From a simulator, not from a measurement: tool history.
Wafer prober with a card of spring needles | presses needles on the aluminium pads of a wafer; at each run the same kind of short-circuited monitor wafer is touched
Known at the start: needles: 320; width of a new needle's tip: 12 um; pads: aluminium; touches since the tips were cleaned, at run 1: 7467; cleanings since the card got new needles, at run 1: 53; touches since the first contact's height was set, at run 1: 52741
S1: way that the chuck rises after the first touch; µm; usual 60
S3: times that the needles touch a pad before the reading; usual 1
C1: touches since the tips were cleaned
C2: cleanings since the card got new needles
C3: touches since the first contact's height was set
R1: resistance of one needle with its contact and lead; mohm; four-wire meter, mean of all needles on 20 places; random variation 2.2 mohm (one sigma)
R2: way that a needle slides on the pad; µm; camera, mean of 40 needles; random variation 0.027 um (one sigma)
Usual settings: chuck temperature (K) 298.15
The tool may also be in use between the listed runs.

run 1 hour=0.0 | S1=60 chuck_temperature_(K)=298.15 S3=1 | C1=7467 C2=53 C3=52741 | R1=354 R2=8.90
-- hour=4.0 tips cleaned on abrasive film
-- hour=25.2 tips cleaned on abrasive film
run 2 hour=25.2 | S1=60 chuck_temperature_(K)=298.15 S3=1 | C1=0 C2=55 C3=63700 | R1=258 R2=8.97
-- hour=46.0 tips cleaned on abrasive film
run 3 hour=48.9 | S1=60 chuck_temperature_(K)=298.15 S3=1 | C1=1247 C2=56 C3=74053 | R1=289 R2=8.86
run 4 hour=62.6 | S1=60 chuck_temperature_(K)=336.15 S3=1 | C1=7291 C2=56 C3=80097 | R1=360 R2=8.93
-- hour=67.5 tips cleaned on abrasive film
run 5 hour=84.4 | S1=60 chuck_temperature_(K)=298.15 S3=1 | C1=7430 C2=57 C3=89619 | R1=355 R2=8.94
-- hour=88.0 tips cleaned on abrasive film
run 6 hour=100.6 | S1=60 chuck_temperature_(K)=298.15 S3=1 | C1=5563 C2=58 C3=96683 | R1=345 R2=8.85
-- hour=109.8 tips cleaned on abrasive film
run 7 hour=114.8 | S1=53 chuck_temperature_(K)=298.15 S3=1 | C1=2186 C2=59 C3=102836 | R1=331 R2=7.85
run 8 hour=128.6 | S1=53 chuck_temperature_(K)=298.15 S3=1 | C1=8254 C2=59 C3=108904 | R1=383 R2=7.82
-- hour=130.3 tips cleaned on abrasive film
-- hour=150.8 tips cleaned on abrasive film
run 9 hour=150.8 | S1=53 chuck_temperature_(K)=298.15 S3=1 | C1=0 C2=61 C3=118563 | R1=266 R2=7.79
-- hour=171.7 tips cleaned on abrasive film
run 10 hour=176.7 | S1=53 chuck_temperature_(K)=298.15 S3=1 | C1=2182 C2=62 C3=129876 | R1=338 R2=7.79
run 11 hour=191.0 | S1=53 chuck_temperature_(K)=298.15 S3=1 | C1=8449 C2=62 C3=136143 | R1=386 R2=7.75
-- hour=194.0 tips cleaned on abrasive film
run 12 hour=206.1 | S1=60 chuck_temperature_(K)=298.15 S3=1 | C1=5295 C2=63 C3=142724 | R1=346 R2=8.84
-- hour=214.1 tips cleaned on abrasive film
run 13 hour=225.7 | S1=60 chuck_temperature_(K)=298.15 S3=1 | C1=5085 C2=64 C3=151289 | R1=347 R2=8.82
-- hour=234.9 tips cleaned on abrasive film
-- hour=255.1 tips cleaned on abrasive film
run 14 hour=255.1 | S1=60 chuck_temperature_(K)=298.15 S3=1 | C1=0 C2=66 C3=164126 | R1=269 R2=8.80
-- hour=274.9 tips cleaned on abrasive film
run 15 hour=274.9 | S1=60 chuck_temperature_(K)=298.15 S3=1 | C1=0 C2=67 C3=172761 | R1=259 R2=8.75
-- hour=295.4 tips cleaned on abrasive film
run 16 hour=298.9 | S1=60 chuck_temperature_(K)=298.15 S3=1 | C1=1541 C2=68 C3=183254 | R1=315 R2=8.77
-- hour=317.0 tips cleaned on abrasive film
run 17 hour=326.6 | S1=60 chuck_temperature_(K)=311.15 S3=1 | C1=4214 C2=69 C3=195367 | R1=340 R2=8.75
-- hour=338.1 tips cleaned on abrasive film
run 18 hour=346.6 | S1=60 chuck_temperature_(K)=311.15 S3=1 | C1=3732 C2=70 C3=204079 | R1=337 R2=8.78
-- hour=358.1 tips cleaned on abrasive film
run 19 hour=364.3 | S1=50 chuck_temperature_(K)=309.15 S3=1 | C1=2755 C2=71 C3=211819 | R1=357 R2=7.24
-- hour=378.0 tips cleaned on abrasive film
run 20 hour=389.6 | S1=50 chuck_temperature_(K)=309.15 S3=1 | C1=5100 C2=72 C3=222875 | R1=394 R2=7.27
-- hour=398.0 tips cleaned on abrasive film
-- hour=417.9 tips cleaned on abrasive film
run 21 hour=420.0 | S1=47 chuck_temperature_(K)=299.15 S3=2 | C1=901 C2=74 C3=236106 | R1=294 R2=6.80
-- hour=434.0 height of the first contact set anew
-- hour=438.8 tips cleaned on abrasive film
run 22 hour=438.8 | S1=47 chuck_temperature_(K)=299.15 S3=2 | C1=0 C2=75 C3=2058 | R1=265 R2=7.08
run 23 hour=452.6 | S1=47 chuck_temperature_(K)=299.15 S3=2 | C1=6056 C2=75 C3=8114 | R1=348 R2=7.05
-- hour=460.1 tips cleaned on abrasive film
run 24 hour=466.3 | S1=63 chuck_temperature_(K)=334.15 S3=2 | C1=2687 C2=76 C3=14077 | R1=305 R2=9.42
-- hour=480.4 tips cleaned on abrasive film
run 25 hour=487.9 | S1=40 chuck_temperature_(K)=347.15 S3=2 | C1=3296 C2=77 C3=23520 | R1=364 R2=5.96
-- hour=501.8 tips cleaned on abrasive film
run 26 hour=504.1 | S1=41 chuck_temperature_(K)=320.15 S3=1 | C1=974 C2=78 C3=30571 | R1=341 R2=6.09
-- hour=523.5 tips cleaned on abrasive film
run 27 hour=534.1 | S1=52 chuck_temperature_(K)=305.15 S3=1 | C1=4666 C2=79 C3=43709 | R1=370 R2=7.70

Forecast run 28:
-- hour=544.7 tips cleaned on abrasive film
run 28 hour=557.2 | S1=79 chuck_temperature_(K)=312.15 S3=2 | C1=5471 C2=80 C3=53791 | R1=? R2=?

R1: 294 mohm
R2: 11.80 µm
Without the tool's hidden state the same run would have given R1 257 mohm, R2 11.87 µm.

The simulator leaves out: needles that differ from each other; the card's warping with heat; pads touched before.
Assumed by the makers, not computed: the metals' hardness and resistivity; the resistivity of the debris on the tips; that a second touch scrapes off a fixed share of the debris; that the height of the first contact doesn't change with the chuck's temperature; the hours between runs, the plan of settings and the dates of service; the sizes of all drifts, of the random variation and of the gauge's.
